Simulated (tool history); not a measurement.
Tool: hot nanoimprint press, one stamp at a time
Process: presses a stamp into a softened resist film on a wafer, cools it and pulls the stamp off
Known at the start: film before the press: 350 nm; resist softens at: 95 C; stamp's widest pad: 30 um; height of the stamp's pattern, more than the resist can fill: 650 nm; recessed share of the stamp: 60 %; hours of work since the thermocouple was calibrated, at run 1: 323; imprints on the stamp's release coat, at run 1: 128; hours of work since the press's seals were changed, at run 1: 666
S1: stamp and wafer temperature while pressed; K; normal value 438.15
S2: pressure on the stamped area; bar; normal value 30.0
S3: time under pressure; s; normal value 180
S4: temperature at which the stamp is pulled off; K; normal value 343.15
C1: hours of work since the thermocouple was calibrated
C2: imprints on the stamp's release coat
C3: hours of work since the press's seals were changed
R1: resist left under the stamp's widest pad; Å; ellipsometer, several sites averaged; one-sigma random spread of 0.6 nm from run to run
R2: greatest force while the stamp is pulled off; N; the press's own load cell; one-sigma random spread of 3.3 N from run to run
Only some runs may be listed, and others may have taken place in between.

run 1 day=0.000 | S1=438.15 S2=30.0 S3=180 S4=343.15 | C1=323 C2=128 C3=666 | R1=2008 R2=157
run 2 day=1.725 | S1=438.15 S2=30.0 S3=180 S4=343.15 | C1=349 C2=248 C3=692 | R1=2016 R2=154
-- day=3.283 press's hydraulic seals changed and the load cell set to zero
run 3 day=4.375 | S1=438.15 S2=30.0 S3=180 S4=343.15 | C1=382 C2=410 C3=16 | R1=2020 R2=157
run 4 day=7.804 | S1=438.15 S2=36.5 S3=180 S4=343.15 | C1=433 C2=650 C3=66 | R1=1876 R2=156
run 5 day=10.675 | S1=438.15 S2=36.5 S3=180 S4=343.15 | C1=474 C2=850 C3=108 | R1=1873 R2=156
run 6 day=13.662 | S1=438.15 S2=30.0 S3=180 S4=343.15 | C1=518 C2=1059 C3=152 | R1=2010 R2=165
-- day=14.075 plate thermocouple calibrated
run 7 day=16.192 | S1=438.15 S2=30.0 S3=180 S4=347.15 | C1=31 C2=1227 C3=187 | R1=2015 R2=146
run 8 day=18.733 | S1=438.15 S2=30.0 S3=180 S4=347.15 | C1=68 C2=1404 C3=224 | R1=2012 R2=143
run 9 day=21.525 | S1=433.15 S2=30.0 S3=180 S4=347.15 | C1=109 C2=1599 C3=265 | R1=2408 R2=144
-- day=22.150 stamp cleaned and given a new release coat
run 10 day=25.188 | S1=433.15 S2=30.0 S3=180 S4=347.15 | C1=159 C2=212 C3=314 | R1=2418 R2=148
run 11 day=27.788 | S1=433.15 S2=30.0 S3=180 S4=347.15 | C1=197 C2=394 C3=352 | R1=2415 R2=146
run 12 day=31.258 | S1=433.15 S2=30.0 S3=180 S4=347.15 | C1=247 C2=636 C3=403 | R1=2403 R2=150
run 13 day=33.492 | S1=438.15 S2=30.0 S3=180 S4=331.15 | C1=280 C2=792 C3=436 | R1=2020 R2=192
run 14 day=36.354 | S1=438.15 S2=30.0 S3=180 S4=331.15 | C1=322 C2=992 C3=478 | R1=2015 R2=195
run 15 day=38.408 | S1=438.15 S2=30.0 S3=222 S4=347.15 | C1=352 C2=1136 C3=508 | R1=1874 R2=143
run 16 day=40.667 | S1=431.15 S2=26.5 S3=325 S4=347.15 | C1=385 C2=1293 C3=540 | R1=2273 R2=145
run 17 day=44.179 | S1=447.15 S2=26.5 S3=96 S4=342.15 | C1=436 C2=1539 C3=592 | R1=1885 R2=164
-- day=45.808 stamp cleaned and given a new release coat
run 18 day=47.733 | S1=430.15 S2=30.0 S3=275 S4=344.15 | C1=484 C2=134 C3=640 | R1=2396 R2=157
-- day=50.621 plate thermocouple calibrated
run 19 day=50.625 | S1=430.15 S2=30.0 S3=275 S4=344.15 | C1=0 C2=328 C3=680 | R1=2384 R2=155
-- day=52.821 press's hydraulic seals changed and the load cell set to zero
run 20 day=52.821 | S1=438.15 S2=38.6 S3=102 S4=343.15 | C1=27 C2=458 C3=0 | R1=2222 R2=158
run 21 day=56.358 | S1=438.15 S2=25.1 S3=277 S4=350.15 | C1=79 C2=705 C3=52 | R1=1841 R2=141
run 22 day=59.792 | S1=438.15 S2=25.1 S3=277 S4=350.15 | C1=129 C2=944 C3=102 | R1=1860 R2=136
run 23 day=62.475 | S1=438.15 S2=30.0 S3=109 S4=345.15 | C1=168 C2=1132 C3=141 | R1=2351 R2=151
run 24 day=65.912 | S1=438.15 S2=24.6 S3=180 S4=343.15 | C1=218 C2=1372 C3=191 | R1=2153 R2=160
run 25 day=67.554 | S1=438.15 S2=24.6 S3=180 S4=342.15 | C1=242 C2=1487 C3=215 | R1=2157 R2=158
-- day=69.883 stamp cleaned and given a new release coat
run 26 day=71.029 | S1=438.15 S2=30.0 S3=309 S4=335.15 | C1=290 C2=80 C3=262 | R1=1658 R2=183
run 27 day=72.671 | S1=438.15 S2=33.1 S3=180 S4=342.15 | C1=314 C2=194 C3=286 | R1=1960 R2=162
run 28 day=75.229 | S1=438.15 S2=43.0 S3=180 S4=349.15 | C1=351 C2=373 C3=324 | R1=1759 R2=140

Forecast each of these 5 alternatives for the next run:
run A day=77.492 | S1=440.15 S2=30.0 S3=180 S4=343.15 | C1=384 C2=531 C3=357 | R1=? R2=?
run B day=77.492 | S1=438.15 S2=27.9 S3=180 S4=349.15 | C1=384 C2=531 C3=357 | R1=? R2=?
run C day=77.492 | S1=435.15 S2=21.3 S3=108 S4=349.15 | C1=384 C2=531 C3=357 | R1=? R2=?
run D day=77.492 | S1=438.15 S2=36.9 S3=180 S4=341.15 | C1=384 C2=531 C3=357 | R1=? R2=?
run E day=77.492 | S1=448.15 S2=31.5 S3=180 S4=344.15 | C1=384 C2=531 C3=357 | R1=? R2=?

run=A R1=1856 R2=161
run=B R1=2071 R2=134
run=C R1=2787 R2=139
run=D R1=1879 R2=160
run=E R1=1316 R2=155
Had the tool no hidden state, the same runs would have come out as:
run=A R1=1857 R2=160
run=B R1=2072 R2=133
run=C R1=2788 R2=139
run=D R1=1880 R2=160
run=E R1=1317 R2=154

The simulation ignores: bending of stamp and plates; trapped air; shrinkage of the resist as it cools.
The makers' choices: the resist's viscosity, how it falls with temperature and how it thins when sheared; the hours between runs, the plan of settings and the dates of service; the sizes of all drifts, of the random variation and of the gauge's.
